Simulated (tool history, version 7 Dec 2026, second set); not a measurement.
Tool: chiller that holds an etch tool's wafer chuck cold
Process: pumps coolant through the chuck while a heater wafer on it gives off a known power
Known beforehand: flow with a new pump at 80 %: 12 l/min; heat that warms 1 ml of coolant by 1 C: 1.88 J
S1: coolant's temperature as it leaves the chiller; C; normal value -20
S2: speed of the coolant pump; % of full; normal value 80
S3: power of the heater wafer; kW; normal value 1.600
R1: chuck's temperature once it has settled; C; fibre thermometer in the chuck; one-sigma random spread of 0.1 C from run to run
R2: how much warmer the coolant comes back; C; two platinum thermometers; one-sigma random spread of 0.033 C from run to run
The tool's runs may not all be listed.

run	hour	S1	S2	S3	R1	R2
1	0.0	-20	80	1.600	-7.0	4.23
2	169.6	-20	80	1.821	-5.4	4.82
3	294.5	-18	80	1.600	-5.2	4.23
4	487.5	-20	94	1.600	-8.9	3.54
5	586.3	-20	94	1.600	-9.0	3.51
6	693.2	-20	80	1.600	-7.2	4.18
7	806.8	-20	80	1.600	-7.3	4.16
8	914.1	-20	80	1.600	-7.1	4.20
9	1099.6	-20	80	1.600	-7.0	4.19
10	1207.6	-20	80	1.600	-7.1	4.10
11	1341.8	-20	80	1.600	-7.1	4.15
12	1507.0	-15	73	1.410	-2.6	4.02
# hour 1527.0: chiller's thermometer calibrated
13	1611.0	-15	84	1.600	-2.6	3.84
14	1708.0	-13	84	1.600	-0.5	3.88
15	1866.1	-13	84	1.600	-0.5	3.85
16	1987.4	-15	84	1.600	-2.7	3.86
17	2156.0	-15	84	1.600	-2.7	3.83
18	2362.6	-15	84	1.590	-2.7	3.77
19	2459.3	-13	95	1.024	-5.8	2.08

Each row is a separate what-if for the run after 19, all from the same tool condition, not one after another. Results?
A	2635.9	-20	80	2.314	?	?
B	2635.9	-27	61	1.041	?	?
C	2635.9	-20	88	1.600	?	?
D	2635.9	-20	80	1.137	?	?
E	2635.9	-13	93	1.344	?	?

run	R1	R2
A	-1.4	5.98
B	-16.1	3.44
C	-8.0	3.68
D	-11.0	2.78
E	-3.5	2.85
Without the tool's hidden state the same runs would have given:
run	R1	R2
A	-1.4	6.19
B	-16.2	3.65
C	-8.0	3.88
D	-11.0	2.99
E	-3.5	3.06

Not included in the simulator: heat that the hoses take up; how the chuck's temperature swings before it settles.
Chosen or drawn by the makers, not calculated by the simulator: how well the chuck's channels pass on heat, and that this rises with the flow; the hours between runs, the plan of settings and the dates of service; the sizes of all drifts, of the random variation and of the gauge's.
